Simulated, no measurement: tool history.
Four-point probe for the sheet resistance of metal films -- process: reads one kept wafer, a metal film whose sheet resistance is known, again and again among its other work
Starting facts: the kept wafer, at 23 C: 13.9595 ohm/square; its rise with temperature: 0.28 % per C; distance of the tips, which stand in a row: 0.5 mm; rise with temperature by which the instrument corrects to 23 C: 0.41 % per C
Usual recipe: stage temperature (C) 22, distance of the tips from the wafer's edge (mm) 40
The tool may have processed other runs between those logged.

| run | day | stage temperature (C) | distance of the tips from the wafer's edge (mm) | sheet resistance as the instrument gives it (ohm/square) |
|---|---|---|---|---|
| 1 | 0.000 | 22 | 40 | 13.921664 |
| 2 | 1.612 | 22 | 40 | 13.921646 |
| 3 | 4.083 | 22 | 40 | 13.921550 |
| 4 | 6.683 | 22 | 40 | 13.927353 |
| 5 | 9.708 | 22 | 40 | 13.931001 |
| 6 | 11.200 | 28 | 40 | 13.827138 |
| 7 | 13.854 | 28 | 40 | 13.832464 |
| 8 | 16.375 | 22 | 6 | 13.983928 |
| 9 | 17.625 | 22 | 40 | 13.933871 |
| 10 | 19.588 | 22 | 40 | 13.929999 |
| 11 | 21.404 | 22 | 40 | 13.931767 |
| 12 | 23.075 | 28 | 40 | 13.825773 |
| 13 | 25.688 | 28 | 40 | 13.831160 |
| 14 | 27.812 | 28 | 40 | 13.826893 |
| 15 | 30.729 | 27 | 40 | 13.847294 |
| 16 | 33.221 | 27 | 40 | 13.854890 |
| 17 | 36.246 | 27 | 40 | 13.856932 |
| 18 | 38.142 | 27 | 40 | 13.853775 |
| 19 | 40.154 | 22 | 40 | 13.941281 |
| 20 | 42.800 | 22 | 40 | 13.938162 |
| 21 | 44.542 | 32 | 13 | 13.785559 |
| 22 | 46.521 | 32 | 13 | 13.784154 |
| 23 | 48.758 | 30 | 21 | 13.806530 |
| 24 | 50.379 | 22 | 31 | 13.946979 |
| 25 | 52.104 | 32 | 31 | 13.776242 |
| 26 | 54.404 | 22 | 4 | 14.057528 |
| 27 | 56.346 | 20 | 7 | 14.021247 |
| 28 | 58.671 | 31 | 30 | 13.792736 |
| 29 | 60.262 | 20 | 40 | 13.980054 |
| 30 | 62.854 | 20 | 38 | 14.005110 |
| 31 | 65.342 | 22 | 33 | 13.970578 |
| 32 | 66.625 | 25 | 40 | 13.920343 |
| 33 | 69.042 | 30 | 8 | 13.865762 |
| 34 | 71.508 | 29 | 12 | 13.865595 |
| 35 | 73.462 | 29 | 6 | 13.904502 |
| 36 | 74.900 | 18 | 58 | 14.048039 |
| 37 | 76.858 | 18 | 58 | 14.043598 |
| 38 | 79.362 | 22 | 6 | 14.025075 |
| 39 | 80.975 | 18 | 26 | 14.049334 |

Missing from the log above: 1 entry noted between runs. For each, name the pair of listed runs it sits between and say how the tool's hidden condition differs from the listed run just before to the listed run just after:
After run 29, before run 30: stage's thermometer calibrated (day 60.900)
  inner tips' distance over the nominal, %: -0.084 -> -0.076; tips' flats over new ones', %: 86 -> 88; wafer's true temperature over the reading, C: -0.46 -> 0.05
  measured result minus the result with no hidden state, sheet resistance as the instrument gives it (ohm/square): -0.031159 -> -0.009325

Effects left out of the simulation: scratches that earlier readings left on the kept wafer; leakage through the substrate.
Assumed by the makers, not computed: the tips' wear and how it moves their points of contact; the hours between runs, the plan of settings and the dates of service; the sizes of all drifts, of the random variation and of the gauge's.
